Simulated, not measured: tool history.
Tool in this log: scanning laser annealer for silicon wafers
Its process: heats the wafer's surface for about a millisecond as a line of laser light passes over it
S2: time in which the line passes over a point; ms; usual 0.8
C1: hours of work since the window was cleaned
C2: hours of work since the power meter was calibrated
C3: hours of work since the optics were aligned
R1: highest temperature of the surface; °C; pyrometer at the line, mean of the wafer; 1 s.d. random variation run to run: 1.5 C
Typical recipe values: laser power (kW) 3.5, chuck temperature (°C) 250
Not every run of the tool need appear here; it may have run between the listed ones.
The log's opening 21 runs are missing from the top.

{"run": 22, "hour": 1179.7, "laser power (kW)": 3.5, "S2": 0.988, "chuck temperature (°C)": 250, "C1": 410, "C2": 2682, "C3": 958, "R1": 1086}
{"run": 23, "hour": 1235.5, "laser power (kW)": 3.5, "S2": 0.955, "chuck temperature (°C)": 212, "C1": 448, "C2": 2719, "C3": 995, "R1": 1031}
{"hour": 1269.0, "done": "window over the wafer cleaned"}
{"run": 24, "hour": 1306.3, "laser power (kW)": 3.317, "S2": 0.723, "chuck temperature (°C)": 250, "C1": 25, "C2": 2764, "C3": 1040, "R1": 918}
{"run": 25, "hour": 1340.7, "laser power (kW)": 3.317, "S2": 0.723, "chuck temperature (°C)": 250, "C1": 48, "C2": 2787, "C3": 1063, "R1": 919}
{"run": 26, "hour": 1401.7, "laser power (kW)": 2.995, "S2": 0.8, "chuck temperature (°C)": 255, "C1": 88, "C2": 2828, "C3": 1104, "R1": 874}
{"run": 27, "hour": 1455.0, "laser power (kW)": 2.995, "S2": 0.8, "chuck temperature (°C)": 255, "C1": 123, "C2": 2863, "C3": 1139, "R1": 874}
{"run": 28, "hour": 1498.6, "laser power (kW)": 3.5, "S2": 0.841, "chuck temperature (°C)": 250, "C1": 152, "C2": 2892, "C3": 1168, "R1": 1025}
{"run": 29, "hour": 1544.6, "laser power (kW)": 3.427, "S2": 0.8, "chuck temperature (°C)": 276, "C1": 183, "C2": 2923, "C3": 1199, "R1": 1010}
{"run": 30, "hour": 1626.0, "laser power (kW)": 3.427, "S2": 0.8, "chuck temperature (°C)": 276, "C1": 237, "C2": 2977, "C3": 1253, "R1": 1005}
{"run": 31, "hour": 1698.3, "laser power (kW)": 3.427, "S2": 0.863, "chuck temperature (°C)": 276, "C1": 285, "C2": 3025, "C3": 1301, "R1": 1039}
{"run": 32, "hour": 1773.3, "laser power (kW)": 3.477, "S2": 0.8, "chuck temperature (°C)": 250, "C1": 335, "C2": 3074, "C3": 1350, "R1": 991}
{"run": 33, "hour": 1850.1, "laser power (kW)": 3.477, "S2": 0.737, "chuck temperature (°C)": 290, "C1": 386, "C2": 3125, "C3": 1401, "R1": 997}
{"run": 34, "hour": 1914.8, "laser power (kW)": 3.053, "S2": 0.902, "chuck temperature (°C)": 250, "C1": 428, "C2": 3168, "C3": 1444, "R1": 921}
{"hour": 1972.2, "done": "window over the wafer cleaned"}
{"run": 35, "hour": 1976.8, "laser power (kW)": 3.053, "S2": 0.902, "chuck temperature (°C)": 250, "C1": 3, "C2": 3208, "C3": 1484, "R1": 931}
{"run": 36, "hour": 2014.3, "laser power (kW)": 3.053, "S2": 0.902, "chuck temperature (°C)": 250, "C1": 28, "C2": 3233, "C3": 1509, "R1": 931}
{"run": 37, "hour": 2066.5, "laser power (kW)": 3.269, "S2": 0.8, "chuck temperature (°C)": 229, "C1": 63, "C2": 3268, "C3": 1544, "R1": 923}
{"run": 38, "hour": 2104.8, "laser power (kW)": 3.5, "S2": 0.671, "chuck temperature (°C)": 237, "C1": 88, "C2": 3293, "C3": 1569, "R1": 920}
{"run": 39, "hour": 2173.1, "laser power (kW)": 3.576, "S2": 0.671, "chuck temperature (°C)": 255, "C1": 133, "C2": 3338, "C3": 1614, "R1": 955}
{"run": 40, "hour": 2210.5, "laser power (kW)": 2.995, "S2": 0.8, "chuck temperature (°C)": 276, "C1": 158, "C2": 3363, "C3": 1639, "R1": 893}

Each row is a separate what-if for the run after 40, all from the same tool condition, not one after another. Results?
{"run": "A", "hour": 2277.9, "laser power (kW)": 3.367, "S2": 0.954, "chuck temperature (°C)": 286, "C1": 203, "C2": 3408, "C3": 1684, "R1": "?"}
{"run": "B", "hour": 2277.9, "laser power (kW)": 2.995, "S2": 0.765, "chuck temperature (°C)": 275, "C1": 203, "C2": 3408, "C3": 1684, "R1": "?"}
{"run": "C", "hour": 2277.9, "laser power (kW)": 2.995, "S2": 0.8, "chuck temperature (°C)": 227, "C1": 203, "C2": 3408, "C3": 1684, "R1": "?"}

run=A R1=1077
run=B R1=878
run=C R1=844
Stripped of hidden state, with their random variation kept, the same runs would have yielded:
run=A R1=1064
run=B R1=868
run=C R1=835
